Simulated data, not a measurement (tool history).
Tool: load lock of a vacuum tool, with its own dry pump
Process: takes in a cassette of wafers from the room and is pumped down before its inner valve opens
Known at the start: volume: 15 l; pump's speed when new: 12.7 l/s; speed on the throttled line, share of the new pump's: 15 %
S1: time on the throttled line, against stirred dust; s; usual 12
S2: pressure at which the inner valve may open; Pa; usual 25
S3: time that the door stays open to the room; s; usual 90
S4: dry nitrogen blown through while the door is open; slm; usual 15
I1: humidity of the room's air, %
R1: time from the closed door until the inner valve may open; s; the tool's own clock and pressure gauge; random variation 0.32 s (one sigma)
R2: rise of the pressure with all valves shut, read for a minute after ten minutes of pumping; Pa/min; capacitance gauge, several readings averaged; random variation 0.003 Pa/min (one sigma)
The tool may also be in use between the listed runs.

run 1 hour=0.0 | S1=12 S2=25 S3=90 S4=15 | I1=46.0 | R1=21.5 R2=0.215
run 2 hour=229.9 | S1=16 S2=25 S3=90 S4=15 | I1=44.0 | R1=25.2 R2=0.231
run 3 hour=461.6 | S1=16 S2=25 S3=90 S4=15 | I1=46.0 | R1=25.3 R2=0.253
run 4 hour=644.5 | S1=16 S2=25 S3=90 S4=15 | I1=43.8 | R1=25.8 R2=0.267
run 5 hour=915.1 | S1=16 S2=25 S3=90 S4=15 | I1=45.5 | R1=25.8 R2=0.294
run 6 hour=1201.8 | S1=16 S2=25 S3=90 S4=15 | I1=43.3 | R1=25.5 R2=0.333
run 7 hour=1485.7 | S1=16 S2=25 S3=90 S4=15 | I1=47.5 | R1=25.7 R2=0.350
run 8 hour=1750.1 | S1=12 S2=25 S3=90 S4=8 | I1=45.6 | R1=23.4 R2=0.371
run 9 hour=2069.5 | S1=12 S2=25 S3=90 S4=8 | I1=43.8 | R1=22.5 R2=0.424
run 10 hour=2295.2 | S1=12 S2=25 S3=90 S4=8 | I1=44.3 | R1=23.1 R2=0.449
run 11 hour=2489.4 | S1=12 S2=25 S3=90 S4=15 | I1=45.3 | R1=22.4 R2=0.463
run 12 hour=2674.5 | S1=12 S2=25 S3=90 S4=15 | I1=44.0 | R1=22.6 R2=0.494
run 13 hour=2967.8 | S1=12 S2=25 S3=90 S4=15 | I1=47.4 | R1=23.4 R2=0.529
run 14 hour=3183.0 | S1=12 S2=25 S3=90 S4=15 | I1=43.8 | R1=22.8 R2=0.549
run 15 hour=3375.9 | S1=12 S2=25 S3=90 S4=15 | I1=46.2 | R1=22.8 R2=0.579
run 16 hour=3637.3 | S1=12 S2=25 S3=31 S4=15 | I1=45.5 | R1=23.0 R2=0.606
-- hour=3796.7 dry pump taken out, an overhauled one fitted
run 17 hour=3955.2 | S1=12 S2=25 S3=31 S4=15 | I1=45.1 | R1=19.8 R2=0.659
run 18 hour=4205.9 | S1=12 S2=25 S3=31 S4=15 | I1=41.8 | R1=19.9 R2=0.685
-- hour=4419.8 door's seal changed, seat wiped
run 19 hour=4508.1 | S1=12 S2=19 S3=31 S4=15 | I1=47.8 | R1=20.4 R2=0.031
run 20 hour=4823.2 | S1=13 S2=25 S3=60 S4=12 | I1=42.0 | R1=20.9 R2=0.052
run 21 hour=5056.7 | S1=8 S2=25 S3=60 S4=39 | I1=46.3 | R1=17.0 R2=0.058
run 22 hour=5365.2 | S1=12 S2=32 S3=88 S4=15 | I1=45.3 | R1=20.4 R2=0.087
run 23 hour=5673.0 | S1=12 S2=28 S3=101 S4=15 | I1=45.5 | R1=20.0 R2=0.108
run 24 hour=5921.1 | S1=12 S2=28 S3=99 S4=6 | I1=43.4 | R1=20.5 R2=0.130
run 25 hour=6192.5 | S1=14 S2=28 S3=113 S4=5 | I1=42.3 | R1=21.7 R2=0.151
run 26 hour=6340.3 | S1=14 S2=28 S3=113 S4=5 | I1=42.7 | R1=22.2 R2=0.162
run 27 hour=6593.6 | S1=12 S2=25 S3=90 S4=19 | I1=44.0 | R1=20.9 R2=0.148
run 28 hour=6891.7 | S1=12 S2=44 S3=117 S4=21 | I1=45.0 | R1=20.1 R2=0.183
run 29 hour=7176.8 | S1=8 S2=25 S3=30 S4=6 | I1=45.5 | R1=17.9 R2=0.186
run 30 hour=7467.3 | S1=24 S2=43 S3=98 S4=15 | I1=44.9 | R1=29.9 R2=0.237
run 31 hour=7687.9 | S1=24 S2=43 S3=98 S4=15 | I1=44.1 | R1=30.4 R2=0.257
run 32 hour=7903.8 | S1=6 S2=25 S3=90 S4=25 | I1=41.8 | R1=15.1 R2=0.256
run 33 hour=8057.6 | S1=6 S2=25 S3=90 S4=25 | I1=44.9 | R1=15.8 R2=0.276
run 34 hour=8270.1 | S1=6 S2=25 S3=90 S4=25 | I1=45.2 | R1=16.2 R2=0.288
run 35 hour=8410.8 | S1=6 S2=25 S3=90 S4=25 | I1=48.7 | R1=16.7 R2=0.317
run 36 hour=8707.8 | S1=10 S2=25 S3=193 S4=25 | I1=48.7 | R1=20.0 R2=0.377
run 37 hour=9014.3 | S1=10 S2=25 S3=193 S4=25 | I1=48.5 | R1=20.0 R2=0.412

Forecast each of these 4 alternatives for the next run:
run A hour=9193.0 | S1=7 S2=25 S3=193 S4=11 | I1=44.4 | R1=? R2=?
run B hour=9193.0 | S1=11 S2=25 S3=31 S4=25 | I1=47.0 | R1=? R2=?
run C hour=9193.0 | S1=7 S2=25 S3=29 S4=38 | I1=48.1 | R1=? R2=?
run D hour=9193.0 | S1=13 S2=25 S3=31 S4=25 | I1=49.6 | R1=? R2=?

run=A R1=16.3 R2=0.447
run=B R1=20.0 R2=0.381
run=C R1=16.5 R2=0.390
run=D R1=22.0 R2=0.384
Without the tool's hidden state the same runs would have given:
run=A R1=15.2 R2=0.089
run=B R1=19.0 R2=0.020
run=C R1=15.4 R2=0.023
run=D R1=21.0 R2=0.020
